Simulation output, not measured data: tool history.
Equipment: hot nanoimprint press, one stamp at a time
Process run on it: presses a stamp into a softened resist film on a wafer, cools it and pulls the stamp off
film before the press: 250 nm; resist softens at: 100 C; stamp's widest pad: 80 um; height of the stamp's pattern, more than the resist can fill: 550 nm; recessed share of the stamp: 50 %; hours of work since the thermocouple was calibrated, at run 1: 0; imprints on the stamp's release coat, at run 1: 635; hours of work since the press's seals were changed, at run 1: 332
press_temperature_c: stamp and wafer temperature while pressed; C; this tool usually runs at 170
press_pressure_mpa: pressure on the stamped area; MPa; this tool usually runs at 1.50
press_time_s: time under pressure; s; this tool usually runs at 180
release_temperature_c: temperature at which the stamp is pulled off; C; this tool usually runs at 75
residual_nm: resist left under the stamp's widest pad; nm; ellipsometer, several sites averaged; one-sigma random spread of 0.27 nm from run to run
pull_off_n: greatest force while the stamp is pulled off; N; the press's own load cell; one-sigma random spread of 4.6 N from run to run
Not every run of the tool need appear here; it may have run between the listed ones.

run,hour,press_temperature_c,press_pressure_mpa,press_time_s,release_temperature_c,hours of work since the thermocouple was calibrated,imprints on the stamp's release coat,hours of work since the press's seals were changed,residual_nm,pull_off_n
1,0.0,170,1.50,180,75,0,635,332,127.5,254
2,50.1,170,1.50,180,75,35,896,367,127.7,268
# hour 93.8: stamp cleaned and given a new release coat
3,108.8,170,1.50,180,75,71,78,403,126.9,230
4,166.1,170,1.50,180,75,111,376,443,126.3,241
5,206.0,170,2.12,180,75,138,584,470,104.0,254
6,266.1,170,2.12,180,75,180,898,512,103.7,278
# hour 308.2: stamp cleaned and given a new release coat
7,323.0,170,1.50,180,66,215,77,547,125.3,287
8,374.1,170,1.50,180,75,250,343,582,125.6,243
9,421.6,170,1.50,180,75,283,590,615,125.0,252
10,460.0,167,1.50,155,75,310,790,642,143.1,257
11,494.2,172,1.50,170,75,333,969,665,118.5,282
# hour 524.1: stamp cleaned and given a new release coat
12,529.2,158,1.50,180,75,353,26,685,181.1,223
# hour 585.4: plate thermocouple calibrated
13,597.8,170,2.29,180,75,9,368,731,102.0,236
14,627.1,170,2.29,180,75,29,521,751,101.2,250
15,677.5,170,2.29,180,75,64,784,786,101.3,274
16,710.8,170,1.33,180,80,87,957,809,135.3,230
# hour 739.0: stamp cleaned and given a new release coat
# hour 758.9: press's hydraulic seals changed and the load cell set to zero
17,763.6,170,1.33,180,80,113,86,3,133.6,198
18,798.4,164,2.01,180,80,138,267,27,130.7,197

Branching from run 18: 5 alternative next runs. What would each branch give?
A,846.9,164,2.01,95,80,171,520,61,?,?
B,846.9,170,1.29,112,83,171,520,61,?,?
C,846.9,170,1.50,92,74,171,520,61,?,?
D,846.9,164,1.16,92,80,171,520,61,?,?
E,846.9,164,1.00,180,73,171,520,61,?,?

run,residual_nm,pull_off_n
A,156.5,207
B,154.6,186
C,151.5,251
D,195.9,207
E,180.5,259
With the hidden condition removed and each run's random variation left untouched, the same runs would have given:
run,residual_nm,pull_off_n
A,158.9,188
B,156.8,169
C,153.6,227
D,197.9,188
E,182.8,234

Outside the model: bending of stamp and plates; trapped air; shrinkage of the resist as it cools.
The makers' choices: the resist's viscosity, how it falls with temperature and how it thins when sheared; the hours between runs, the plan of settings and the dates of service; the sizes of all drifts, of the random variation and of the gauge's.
